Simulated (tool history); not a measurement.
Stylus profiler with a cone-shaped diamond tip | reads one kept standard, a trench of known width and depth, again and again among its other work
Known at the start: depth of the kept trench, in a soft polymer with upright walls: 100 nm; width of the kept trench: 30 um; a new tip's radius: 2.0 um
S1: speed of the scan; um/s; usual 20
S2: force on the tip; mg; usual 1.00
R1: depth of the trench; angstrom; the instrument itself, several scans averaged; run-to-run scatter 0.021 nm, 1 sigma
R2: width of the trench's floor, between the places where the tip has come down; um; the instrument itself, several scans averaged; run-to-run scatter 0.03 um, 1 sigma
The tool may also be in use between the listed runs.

| run | hour | S1 | S2 | R1 | R2 |
|---|---|---|---|---|---|
| 1 | 0.0 | 20 | 1.00 | 1003.1 | 28.63 |
| 2 | 28.1 | 20 | 1.00 | 1003.1 | 28.59 |
| 3 | 68.9 | 20 | 1.00 | 1002.7 | 28.60 |
| 4 | 90.2 | 20 | 1.00 | 1002.7 | 28.55 |
| 5 | 119.4 | 20 | 1.00 | 1002.4 | 28.61 |
| 6 | 156.4 | 20 | 1.00 | 1002.8 | 28.55 |
| 7 | 175.1 | 20 | 1.00 | 1002.7 | 28.55 |
| 8 | 193.8 | 14 | 1.00 | 1002.4 | 28.59 |
| 9 | 217.1 | 14 | 1.00 | 1002.7 | 28.60 |
| 10 | 247.4 | 14 | 1.00 | 1002.4 | 28.55 |
| 11 | 274.5 | 20 | 1.00 | 1002.8 | 28.62 |
| 12 | 311.0 | 20 | 1.00 | 1002.8 | 28.54 |
| 13 | 328.2 | 20 | 1.00 | 1002.0 | 28.52 |
| 14 | 351.1 | 20 | 1.77 | 1004.1 | 28.55 |
| 15 | 382.6 | 20 | 2.41 | 1005.0 | 28.61 |
| 16 | 409.7 | 20 | 2.41 | 1005.2 | 28.57 |
| 17 | 449.5 | 6 | 1.00 | 1002.6 | 28.58 |
| 18 | 477.3 | 6 | 1.00 | 1002.4 | 28.58 |
| 19 | 504.7 | 6 | 1.00 | 1002.1 | 28.61 |
| 20 | 542.9 | 20 | 1.81 | 1003.8 | 28.56 |
| 21 | 563.3 | 20 | 1.44 | 1003.0 | 28.50 |
| 22 | 591.2 | 20 | 0.49 | 1000.7 | 28.46 |
| 23 | 618.2 | 20 | 0.49 | 1000.9 | 28.42 |
| 24 | 647.1 | 20 | 0.49 | 1000.4 | 28.48 |
| 25 | 665.7 | 20 | 0.49 | 1000.7 | 28.49 |
| 26 | 703.9 | 69 | 0.38 | 1000.2 | 28.06 |
| 27 | 736.2 | 74 | 1.81 | 1003.6 | 28.31 |
| 28 | 776.1 | 23 | 1.00 | 1001.8 | 28.48 |
| 29 | 810.3 | 6 | 0.48 | 1000.4 | 28.59 |
| 30 | 830.5 | 19 | 0.44 | 1000.4 | 28.50 |
|  | 834.0 | height scale calibrated on a step standard |
| 31 | 857.4 | 71 | 0.53 | 1000.4 | 28.15 |
| 32 | 891.7 | 24 | 1.00 | 1001.4 | 28.47 |
| 33 | 931.7 | 7 | 1.00 | 1001.4 | 28.49 |
| 34 | 961.5 | 42 | 0.80 | 1001.2 | 28.31 |
| 35 | 997.8 | 7 | 1.00 | 1001.2 | 28.47 |
| 36 | 1019.7 | 7 | 1.00 | 1001.2 | 28.51 |
|  | 1039.2 | height scale calibrated on a step standard, once more |
| 37 | 1054.8 | 20 | 1.07 | 1004.1 | 28.40 |
| 38 | 1076.3 | 22 | 1.26 | 1004.7 | 28.40 |
| 39 | 1112.0 | 38 | 0.35 | 1002.0 | 28.21 |
| 40 | 1149.6 | 8 | 0.81 | 1003.5 | 28.47 |
| 41 | 1191.1 | 8 | 0.81 | 1003.3 | 28.49 |
| 42 | 1219.3 | 8 | 0.81 | 1003.3 | 28.44 |
| 43 | 1241.2 | 8 | 0.81 | 1003.1 | 28.43 |
| 44 | 1269.9 | 8 | 0.81 | 1003.4 | 28.47 |
| 45 | 1310.5 | 10 | 1.38 | 1004.2 | 28.48 |

Run by run, hidden condition taken away, random variation retained:
Hidden state at play: radius of the tip, um; height scale over the true one, %; drift of the gauge itself on depth_nm, %; drift of the gauge itself on floor_um, %.
| run | R1 | R2 |
|---|---|---|
| 1 | 1003.5 | 28.69 |
| 2 | 1003.6 | 28.65 |
| 3 | 1003.3 | 28.67 |
| 4 | 1003.3 | 28.62 |
| 5 | 1003.1 | 28.69 |
| 6 | 1003.5 | 28.64 |
| 7 | 1003.4 | 28.63 |
| 8 | 1003.1 | 28.69 |
| 9 | 1003.5 | 28.69 |
| 10 | 1003.2 | 28.65 |
| 11 | 1003.7 | 28.73 |
| 12 | 1003.7 | 28.65 |
| 13 | 1002.9 | 28.63 |
| 14 | 1005.0 | 28.67 |
| 15 | 1006.0 | 28.74 |
| 16 | 1006.2 | 28.70 |
| 17 | 1003.7 | 28.72 |
| 18 | 1003.6 | 28.71 |
| 19 | 1003.3 | 28.75 |
| 20 | 1005.0 | 28.70 |
| 21 | 1004.2 | 28.65 |
| 22 | 1002.0 | 28.62 |
| 23 | 1002.2 | 28.59 |
| 24 | 1001.7 | 28.64 |
| 25 | 1002.0 | 28.66 |
| 26 | 1001.6 | 28.23 |
| 27 | 1005.1 | 28.49 |
| 28 | 1003.3 | 28.67 |
| 29 | 1002.0 | 28.78 |
| 30 | 1002.1 | 28.69 |
| 31 | 1002.3 | 28.35 |
| 32 | 1003.4 | 28.67 |
| 33 | 1003.5 | 28.70 |
| 34 | 1003.2 | 28.53 |
| 35 | 1003.3 | 28.70 |
| 36 | 1003.4 | 28.73 |
| 37 | 1003.5 | 28.63 |
| 38 | 1004.1 | 28.64 |
| 39 | 1001.5 | 28.44 |
| 40 | 1003.0 | 28.72 |
| 41 | 1002.9 | 28.74 |
| 42 | 1003.0 | 28.70 |
| 43 | 1002.7 | 28.69 |
| 44 | 1003.1 | 28.73 |
| 45 | 1003.9 | 28.75 |
